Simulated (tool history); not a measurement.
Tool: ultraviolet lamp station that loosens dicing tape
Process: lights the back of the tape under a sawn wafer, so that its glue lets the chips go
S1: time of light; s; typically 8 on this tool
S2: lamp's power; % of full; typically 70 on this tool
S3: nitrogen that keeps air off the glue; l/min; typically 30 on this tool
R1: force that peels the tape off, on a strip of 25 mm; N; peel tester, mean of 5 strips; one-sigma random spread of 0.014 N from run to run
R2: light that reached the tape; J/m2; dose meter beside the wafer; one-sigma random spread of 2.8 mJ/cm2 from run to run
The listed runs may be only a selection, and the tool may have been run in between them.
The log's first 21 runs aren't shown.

Run 22, hour 176.9: usual settings but S1 9 s. Result: R1 0.491 N, R2 4540 J/m2.
Run 23, hour 181.9: usual settings but S2 80 % of full, S3 52 l/min. Result: R1 0.393 N, R2 4620 J/m2.
Run 24, hour 189.7: usual settings but S1 11 s, S2 62 % of full, S3 11 l/min. Result: R1 0.721 N, R2 4910 J/m2.
Run 25, hour 198.6: usual settings but S1 11 s, S2 62 % of full, S3 11 l/min. Result: R1 0.722 N, R2 4840 J/m2.
Run 26, hour 204.9: usual settings but S3 10 l/min. Result: R1 1.029 N, R2 4060 J/m2.
Run 27, hour 217.0: usual settings but S3 10 l/min. Result: R1 0.982 N, R2 4020 J/m2.
Run 28, hour 229.1: usual settings but S1 6 s, S3 18 l/min. Result: R1 1.220 N, R2 3030 J/m2.
Run 29, hour 238.3: usual settings but S1 7 s, S2 95 % of full, S3 12 l/min. Result: R1 0.701 N, R2 4710 J/m2.
Run 30, hour 243.8: usual settings but S1 6 s, S2 77 % of full, S3 25 l/min. Result: R1 0.932 N, R2 3310 J/m2.
Run 31, hour 251.7: usual settings but S1 6 s, S2 77 % of full, S3 25 l/min. Result: R1 0.934 N, R2 3290 J/m2.
Run 32, hour 256.9: usual settings but S1 9 s, S3 21 l/min. Result: R1 0.593 N, R2 4580 J/m2.
Run 33, hour 265.6: usual settings but S1 11 s, S2 74 % of full, S3 11 l/min. Result: R1 0.505 N, R2 5810 J/m2.
Run 34, hour 274.7: usual settings but S1 11 s, S2 74 % of full, S3 11 l/min. Result: R1 0.509 N, R2 5810 J/m2.
Run 35, hour 281.7: usual settings but S1 11 s, S2 74 % of full, S3 11 l/min. Result: R1 0.502 N, R2 5880 J/m2.
Run 36, hour 290.7: usual settings but S1 11 s, S2 74 % of full, S3 11 l/min. Result: R1 0.513 N, R2 5850 J/m2.
Run 37, hour 302.4: usual settings but S2 89 % of full, S3 11 l/min. Result: R1 0.654 N, R2 5120 J/m2.
Run 38, hour 311.3: usual settings but S1 4 s, S2 62 % of full, S3 39 l/min. Result: R1 1.731 N, R2 1790 J/m2.
Run 39, hour 318.9: usual settings but S1 4 s, S2 61 % of full, S3 39 l/min. Result: R1 1.695 N, R2 1740 J/m2.
At hour 326.8: window cleaned of glue's vapour.
Run 40, hour 329.9: usual settings but S1 6 s, S3 40 l/min. Result: R1 0.936 N, R2 3000 J/m2.
Run 41, hour 340.2: usual settings but S1 6 s, S3 40 l/min. Result: R1 0.910 N, R2 3080 J/m2.
Run 42, hour 345.1: usual settings but S1 13 s, S2 79 % of full. Result: R1 0.175 N, R2 7390 J/m2.
Run 43, hour 356.7: usual settings but S1 13 s, S2 79 % of full. Result: R1 0.159 N, R2 7370 J/m2.

Forecast each of these 4 alternatives for the next run:
Run A, hour 367.7: usual settings but S1 14 s, S2 72 % of full. Result: R1 ?, R2 ?.
Run B, hour 367.7: usual settings but S3 49 l/min. Result: R1 ?, R2 ?.
Run C, hour 367.7: usual settings but S1 6 s, S3 33 l/min. Result: R1 ?, R2 ?.
Run D, hour 367.7: usual settings but S2 66 % of full, S3 14 l/min. Result: R1 ?, R2 ?.

run     R1    R2
  A  0.171  7310
  B  0.530  4020
  C  0.964  2990
  D  0.966  3820
Without the tool's hidden state the same runs would have given:
run     R1    R2
  A  0.171  7310
  B  0.530  4020
  C  0.963  2990
  D  0.966  3820
